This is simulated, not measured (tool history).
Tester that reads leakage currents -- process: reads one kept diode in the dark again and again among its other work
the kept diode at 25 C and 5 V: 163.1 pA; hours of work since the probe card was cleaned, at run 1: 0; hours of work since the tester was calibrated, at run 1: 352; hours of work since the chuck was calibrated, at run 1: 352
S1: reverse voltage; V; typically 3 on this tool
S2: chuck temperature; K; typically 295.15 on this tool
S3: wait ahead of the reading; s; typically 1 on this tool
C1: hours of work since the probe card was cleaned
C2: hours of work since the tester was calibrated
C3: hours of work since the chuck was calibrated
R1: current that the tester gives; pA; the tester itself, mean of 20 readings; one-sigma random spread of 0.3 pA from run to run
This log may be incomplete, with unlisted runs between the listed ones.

run    hour     S1      S2    S3    C1    C2    C3       R1
  1       0      3  295.15     1     0   352   352   103.48
  2   100.6      3  295.15     1    75   426   426   103.98
  3   251.5      3  295.15     1   187   538   538   105.39
  4   331.8      3  295.15     1   246   598   598   105.69
  5   435.8      3  295.15     1   323   675   675   106.93
  6     553      3  295.15     1   410   762   762    107.4
  7   662.9      3  295.15     1   492   843   843   108.22
  8   762.9      3  295.15     1   566   917   917   108.96
  9     869      3  295.15     1   644   996   996   109.81
 10    1010      3  295.15     1   749  1101  1101   110.68
 11  1081.9      3  295.15  9.27   802  1154  1154   110.24
 12  1201.8      3  295.15  9.27   891  1243  1243   111.18
 13  1282.2      3  295.15     1   951  1303  1303   112.26
 14  1406.3      3  295.15     1  1043  1395  1395   113.43
 15  1529.8      3  295.15     1  1135  1486  1486   113.88
 16  1609.2      3  326.15     1  1193  1545  1545  1534.14
 17    1734      3  295.15     1  1286  1638  1638   115.66
 18  1872.8      3  295.15     1  1389  1741  1741   117.79
 19  2003.1   1.55  295.15     1  1486  1837  1837    87.27
 20  2114.5   1.55  304.15     1  1568  1920  1920    194.6
 21  2255.7   1.55  304.15     1  1673  2025  2025   194.97
     2353.3  -- probe card cleaned and baked
 22  2353.3   1.55  304.15     1     0  2095  2095    193.4
 23  2480.2   7.93  295.15     1    94  2189  2189   176.62
 24  2579.3   7.93  295.15     1   168  2262  2262   177.68
 25  2671.6  11.57  304.15  1.05   236  2331  2331   468.53
 26  2778.4  11.57  304.15  0.41   315  2410  2410   481.21
     2851.1  -- chuck's temperature calibrated
     2868.3  -- tester calibrated
 27  2906.3   2.78  319.15     1   407    28    39   784.76

Run 28, settings as shown, results not yet in. Your forecast:
 28  2984.5   3  330.15   1  465  86  97   ?

Run 28 yielded R1 1932.57 pA.
The same run, on a tool lacking any hidden state, would have yielded R1 1911.42 pA.
